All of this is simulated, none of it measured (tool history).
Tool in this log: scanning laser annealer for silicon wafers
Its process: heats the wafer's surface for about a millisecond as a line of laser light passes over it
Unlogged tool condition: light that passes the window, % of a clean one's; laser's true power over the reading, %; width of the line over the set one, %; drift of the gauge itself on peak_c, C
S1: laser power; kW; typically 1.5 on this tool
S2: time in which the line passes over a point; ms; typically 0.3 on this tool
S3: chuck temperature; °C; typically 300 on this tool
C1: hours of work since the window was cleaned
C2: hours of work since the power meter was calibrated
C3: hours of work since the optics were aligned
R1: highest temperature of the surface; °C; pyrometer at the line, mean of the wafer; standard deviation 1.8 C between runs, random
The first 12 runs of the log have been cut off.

run,day,S1,S2,S3,C1,C2,C3,R1
13,15.867,1.5,0.247,300,395,616,395,983
14,17,1.5,0.323,300,407,628,407,1067
15,18.333,1.5,0.323,300,420,641,420,1061
16,19.738,1.5,0.332,300,435,655,435,1073
17,21.408,1.5,0.332,300,452,672,452,1069
# day 21.658: laser's power meter calibrated
18,22.575,1.581,0.318,316,462,9,462,1113
19,23.9,1.362,0.219,280,476,23,476,865
20,24.829,1.362,0.219,280,485,32,485,864
21,25.896,1.5,0.325,300,496,43,496,1062
22,27.471,1.523,0.335,278,512,59,512,1059
23,28.367,1.414,0.326,278,521,68,521,1001
24,30.133,1.5,0.211,300,539,86,539,932
25,31.529,1.553,0.236,300,553,100,553,979
# day 32.271: laser's power meter calibrated, once more
26,33.083,1.377,0.353,336,567,8,567,1059
27,34.621,1.407,0.3,300,583,24,583,989
28,35.983,1.407,0.274,273,597,38,597,931
29,37.35,1.407,0.274,273,611,51,611,934
30,39.188,1.407,0.274,273,629,70,629,930
31,40.321,1.381,0.293,275,641,82,641,942
32,41.65,1.355,0.259,326,654,95,654,944
# day 43.262: window over the wafer cleaned
33,43.662,1.478,0.3,275,4,115,674,1019

3 options for the next run, each taken on its own from the tool as it stands now. Forecast them:
A,45.175,1.5,0.284,283,19,130,689,?
B,45.175,1.5,0.249,328,19,130,689,?
C,45.175,1.527,0.303,296,19,130,689,?

run,R1
A,1019
B,1024
C,1066
Without the tool's hidden state the same runs would have given:
run,R1
A,1030
B,1033
C,1077
